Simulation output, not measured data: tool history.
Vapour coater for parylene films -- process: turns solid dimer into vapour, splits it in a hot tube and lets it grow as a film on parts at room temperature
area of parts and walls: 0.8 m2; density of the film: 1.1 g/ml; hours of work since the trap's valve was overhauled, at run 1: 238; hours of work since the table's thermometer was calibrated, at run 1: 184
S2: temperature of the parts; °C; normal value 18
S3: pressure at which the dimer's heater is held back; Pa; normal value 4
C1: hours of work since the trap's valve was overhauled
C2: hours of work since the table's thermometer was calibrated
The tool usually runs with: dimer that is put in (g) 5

Run 1, hour 0: usual settings; C1 238; C2 184. Result: thickness of the film (um) 4.68.
Run 2, hour 21.6: usual settings; C1 249; C2 195. Result: thickness of the film (um) 4.67.
Run 3, hour 40.9: usual settings but S2 11 °C; C1 259; C2 205. Result: thickness of the film (um) 5.55.
Run 4, hour 67.9: usual settings but dimer that is put in (g) 7; C1 273; C2 219. Result: thickness of the film (um) 6.59.
Run 5, hour 93.7: usual settings but dimer that is put in (g) 7; C1 286; C2 233. Result: thickness of the film (um) 6.53.
Run 6, hour 111.7: usual settings but dimer that is put in (g) 7; C1 296; C2 242. Result: thickness of the film (um) 6.55.
Run 7, hour 124.5: usual settings but S2 22 °C, S3 8.89 Pa; C1 302; C2 249. Result: thickness of the film (um) 3.55.
Run 8, hour 146.4: usual settings but S2 29 °C, S3 3.99 Pa; C1 314; C2 260. Result: thickness of the film (um) 3.18.
Run 9, hour 169: usual settings but S2 15 °C, S3 11.75 Pa; C1 325; C2 272. Result: thickness of the film (um) 4.3.
Run 10, hour 183.9: usual settings but dimer that is put in (g) 4, S2 13 °C, S3 2.12 Pa; C1 333; C2 279. Result: thickness of the film (um) 4.47.

Forecast each of these 4 alternatives for the next run:
Run A, hour 195.6: usual settings but dimer that is put in (g) 4, S2 14 °C, S3 2.12 Pa; C1 339; C2 285. Result: thickness of the film (um) ?.
Run B, hour 195.6: usual settings but dimer that is put in (g) 8, S2 13 °C, S3 8.74 Pa; C1 339; C2 285. Result: thickness of the film (um) ?.
Run C, hour 195.6: usual settings but dimer that is put in (g) 6, S2 15 °C; C1 339; C2 285. Result: thickness of the film (um) ?.
Run D, hour 195.6: usual settings but dimer that is put in (g) 7, S2 10 °C, S3 2.12 Pa; C1 339; C2 285. Result: thickness of the film (um) ?.

run  thickness of the film (um)
  A                        4.42
  B                        7.61
  C                        6.23
  D                        7.78
The same runs, with their run-to-run variation unchanged, on a tool lacking any hidden condition would have given:
run  thickness of the film (um)
  A                        4.44
  B                        7.63
  C                        6.25
  D                        7.81
